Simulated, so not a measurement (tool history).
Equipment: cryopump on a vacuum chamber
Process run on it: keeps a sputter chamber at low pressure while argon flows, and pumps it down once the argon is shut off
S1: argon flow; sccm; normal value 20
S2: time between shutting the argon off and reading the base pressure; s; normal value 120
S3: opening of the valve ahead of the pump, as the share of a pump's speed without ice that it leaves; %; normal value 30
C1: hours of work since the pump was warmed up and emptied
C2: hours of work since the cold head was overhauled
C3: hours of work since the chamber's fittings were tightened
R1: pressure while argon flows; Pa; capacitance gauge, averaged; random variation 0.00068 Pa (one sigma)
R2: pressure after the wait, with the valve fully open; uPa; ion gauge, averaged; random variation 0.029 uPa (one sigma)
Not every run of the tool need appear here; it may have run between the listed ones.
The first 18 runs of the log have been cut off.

run	day	S1	S2	S3	C1	C2	C3	R1	R2
19	10.375	20	32	30	325	325	1862	0.1166	6.52
20	11.142	16	62	30	333	333	1869	0.0933	4.59
21	11.712	16	62	30	338	338	1875	0.0932	4.63
22	12.433	16	116	30	345	345	1882	0.0917	3.6
23	12.838	31	175	33	349	349	1886	0.1623	3.2
24	13.617	31	175	33	357	357	1894	0.1653	3.21
25	14.438	31	57	37	365	365	1902	0.1442	4.78
26	14.925	38	57	52	370	370	1907	0.1278	4.86
27	15.346	38	254	56	374	374	1911	0.1195	3.07
28	16.05	12	120	29	381	381	1918	0.0715	3.61
29	16.554	40	120	30	386	386	1923	0.2313	3.51
30	17.071	40	120	30	391	391	1928	0.234	3.51
31	17.883	20	120	59	399	399	1936	0.0604	3.63

Forecast each of these 5 alternatives for the next run:
A	18.296	20	120	16	403	403	1940	?	?
B	18.296	10	269	19	403	403	1940	?	?
C	18.296	11	120	30	403	403	1940	?	?
D	18.296	29	120	30	403	403	1940	?	?
E	18.296	10	55	30	403	403	1940	?	?

run	R1	R2
A	0.2153	3.69
B	0.0912	3.11
C	0.0634	3.59
D	0.1685	3.65
E	0.0575	4.95
The same runs, with their run-to-run variation unchanged, on a tool lacking any hidden condition would have given:
run	R1	R2
A	0.2132	1.42
B	0.0901	0.81
C	0.0623	1.37
D	0.1654	1.37
E	0.0565	2.67

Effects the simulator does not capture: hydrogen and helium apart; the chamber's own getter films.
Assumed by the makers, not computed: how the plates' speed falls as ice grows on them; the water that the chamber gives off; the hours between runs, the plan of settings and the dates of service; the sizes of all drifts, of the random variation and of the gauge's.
